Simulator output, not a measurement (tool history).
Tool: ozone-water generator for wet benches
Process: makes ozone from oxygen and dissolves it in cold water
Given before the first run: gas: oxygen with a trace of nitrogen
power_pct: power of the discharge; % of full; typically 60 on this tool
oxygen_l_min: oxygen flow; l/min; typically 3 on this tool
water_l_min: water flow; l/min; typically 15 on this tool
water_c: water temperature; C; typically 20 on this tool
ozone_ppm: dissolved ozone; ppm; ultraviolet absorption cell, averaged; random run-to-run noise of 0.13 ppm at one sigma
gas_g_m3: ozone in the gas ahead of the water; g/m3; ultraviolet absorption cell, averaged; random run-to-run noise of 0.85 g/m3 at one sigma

run,hour,power_pct,oxygen_l_min,water_l_min,water_c,ozone_ppm,gas_g_m3
1,0,60,3,15,20,12.6,135.2
2,37.3,60,3,15,20,12.4,134.5
3,104.1,60,3,15,20,12.5,134.7
4,138.6,60,3,15,20,12.4,134.9
5,180.5,60,3,15,20,12.5,135.3
# hour 184.6: water thermometer calibrated
6,213.3,60,3,15,20,12.3,135
7,246.9,60,3,17,20,11.3,135.3
8,288.8,60,3,17,14,11.7,135
9,330.1,60,3,15,20,12.3,133.8
10,362.9,60,3,15,20,12.3,134.1
11,415,60,3,15,20,12.4,134.5
12,443.6,60,3,15,25,11.5,132.6
13,500.1,60,4.82,15,14,14.8,113.8
14,531.1,69,1.6,15,14,11.6,178.3
# hour 550: water thermometer calibrated, once more
15,572.5,60,3,9,20,18.3,134.6
16,640.4,60,2.15,11,13,16.4,151
17,681.7,92,5.16,19,17,14.8,139.1
18,741.2,92,5.16,14,17,18.9,139
19,773.1,60,2.44,19,19,9.4,144.8

What if the next run were any one of these 3? Each begins from the tool's condition after run 19:
A,816.4,60,2.44,19,19,?,?
B,816.4,99,3,15,20,?,?
C,816.4,60,3,15,22,?,?

run,ozone_ppm,gas_g_m3
A,9.5,143.3
B,15.9,175.6
C,12,132.8
Without the tool's hidden state the same runs would have given:
run,ozone_ppm,gas_g_m3
A,10,146.5
B,17,180.7
C,12.6,135.8

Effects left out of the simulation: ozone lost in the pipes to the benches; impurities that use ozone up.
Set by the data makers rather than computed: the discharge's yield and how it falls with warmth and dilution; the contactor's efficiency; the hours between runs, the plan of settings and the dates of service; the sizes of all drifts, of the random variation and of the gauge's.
